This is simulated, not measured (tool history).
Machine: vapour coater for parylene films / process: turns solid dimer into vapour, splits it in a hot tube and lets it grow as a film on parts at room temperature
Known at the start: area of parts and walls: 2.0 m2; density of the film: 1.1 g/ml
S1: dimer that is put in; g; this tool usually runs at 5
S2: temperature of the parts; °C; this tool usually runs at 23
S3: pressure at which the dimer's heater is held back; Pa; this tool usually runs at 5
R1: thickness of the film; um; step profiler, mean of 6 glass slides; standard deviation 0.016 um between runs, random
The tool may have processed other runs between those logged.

run,day,S1,S2,S3,R1
1,0,5,23,5,1.64
2,1.479,5,23,5,1.63
# day 3.288: table's thermometer calibrated
3,3.288,5,23,5,1.56
4,4.246,5,23,5,1.53
5,5.196,5,23,5,1.56
6,7.008,5,23,5,1.53
7,8.383,5,27,5,1.31
8,9.304,5,23,2.92,1.58
9,10.979,5,23,5,1.51
10,12.183,5,23,5,1.51
# day 13.083: trap's valve overhauled
11,13.242,5,23,5,1.71
12,14.75,5,23,5,1.69
13,16.117,5,23,5,1.7
14,17.088,5,23,5,1.7
15,18.25,5,23,5,1.69
16,19.421,5,23,5,1.68
17,21.554,5,23,5,1.67
18,22.733,3,23,5,0.99
19,23.921,3,23,5,1
20,26.129,5,23,5,1.64
21,27.271,5,23,5,1.65
22,28.521,5,18,5,1.99
23,29.858,5,18,5,1.98
24,30.988,7,21,8.79,2.34
25,32.35,7,21,8.79,2.35
26,34.146,6,23,4.01,1.95
27,35.783,5,30,6.91,1.19
28,37.004,5,30,7.71,1.17
29,37.908,8,17,2.92,3.22
30,39.367,4,25,8.37,1.12
31,41.533,3,26,3.54,0.87
32,43.221,5,23,3.53,1.62
33,44.662,4,31,3.53,0.94
34,46.225,3,23,2.76,0.99
35,48.054,3,23,2.76,0.97
36,50.038,3,23,2.51,1
# day 50.558: trap's valve overhauled
37,51.204,3,25,2.42,1.04
38,53.317,8,31,4.18,2.08
39,54.671,8,31,4.18,2.05
40,56.638,8,31,4.18,2.07
41,58.508,6,21,6.3,2.14

Measured less the same run without the tool's hidden state. The same run-to-run variation is in both; the gauge's scatter may not be:
The tool's hidden condition here consists of: vapour lost through the trap's worn valve, %; true temperature of the parts over the reading, C; drift of the gauge itself on film_um, %.
run,R1
1,-0.06
2,-0.07
3,-0.15
4,-0.15
5,-0.15
6,-0.16
7,-0.15
8,-0.19
9,-0.18
10,-0.19
11,+0.01
12,+0.01
13,+0.01
14,+0
15,+0
16,-0.01
17,-0.03
18,-0.02
19,-0.02
20,-0.04
21,-0.05
22,-0.07
23,-0.08
24,-0.1
25,-0.11
26,-0.11
27,-0.07
28,-0.07
29,-0.3
30,-0.08
31,-0.07
32,-0.14
33,-0.08
34,-0.09
35,-0.1
36,-0.1
37,+0.03
38,+0.05
39,+0.04
40,+0.03
41,+0.01
